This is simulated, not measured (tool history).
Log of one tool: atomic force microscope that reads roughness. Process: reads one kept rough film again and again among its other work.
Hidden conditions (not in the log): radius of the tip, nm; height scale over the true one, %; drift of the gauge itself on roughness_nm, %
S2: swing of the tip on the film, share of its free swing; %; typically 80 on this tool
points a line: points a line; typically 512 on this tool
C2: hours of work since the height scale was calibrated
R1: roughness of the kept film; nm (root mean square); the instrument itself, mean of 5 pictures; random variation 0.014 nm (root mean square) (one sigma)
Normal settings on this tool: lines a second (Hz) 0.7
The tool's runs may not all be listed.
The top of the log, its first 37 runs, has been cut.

{"run": 38, "hour": 283.1, "lines a second (Hz)": 0.731, "S2": 86, "points a line": 822, "pictures with this tip": 48, "C2": 171, "R1": 3.583}
{"run": 39, "hour": 294.3, "lines a second (Hz)": 0.985, "S2": 87, "points a line": 512, "pictures with this tip": 66, "C2": 178, "R1": 3.462}
{"run": 40, "hour": 303.7, "lines a second (Hz)": 0.985, "S2": 87, "points a line": 512, "pictures with this tip": 81, "C2": 184, "R1": 3.442}
{"run": 41, "hour": 309.6, "lines a second (Hz)": 0.985, "S2": 87, "points a line": 512, "pictures with this tip": 90, "C2": 187, "R1": 3.477}
{"run": 42, "hour": 320.6, "lines a second (Hz)": 0.981, "S2": 71, "points a line": 371, "pictures with this tip": 108, "C2": 194, "R1": 3.738}
{"run": 43, "hour": 331.2, "lines a second (Hz)": 0.988, "S2": 58, "points a line": 685, "pictures with this tip": 125, "C2": 200, "R1": 3.865}
{"run": 44, "hour": 342.1, "lines a second (Hz)": 0.884, "S2": 61, "points a line": 401, "pictures with this tip": 142, "C2": 207, "R1": 3.804}
{"run": 45, "hour": 346.8, "lines a second (Hz)": 0.884, "S2": 61, "points a line": 401, "pictures with this tip": 149, "C2": 210, "R1": 3.825}
{"run": 46, "hour": 354.2, "lines a second (Hz)": 0.884, "S2": 61, "points a line": 401, "pictures with this tip": 161, "C2": 214, "R1": 3.835}

3 options for the next run, each taken on its own from the tool as it stands now. Forecast them:
{"run": "A", "hour": 363.9, "lines a second (Hz)": 0.755, "S2": 80, "points a line": 257, "pictures with this tip": 177, "C2": 220, "R1": "?"}
{"run": "B", "hour": 363.9, "lines a second (Hz)": 0.884, "S2": 90, "points a line": 652, "pictures with this tip": 177, "C2": 220, "R1": "?"}
{"run": "C", "hour": 363.9, "lines a second (Hz)": 2.742, "S2": 57, "points a line": 311, "pictures with this tip": 177, "C2": 220, "R1": "?"}

run=A R1=3.647
run=B R1=3.445
run=C R1=3.674
Had the tool no hidden state, the same runs would have come out as:
run=A R1=3.66
run=B R1=3.457
run=C R1=3.687
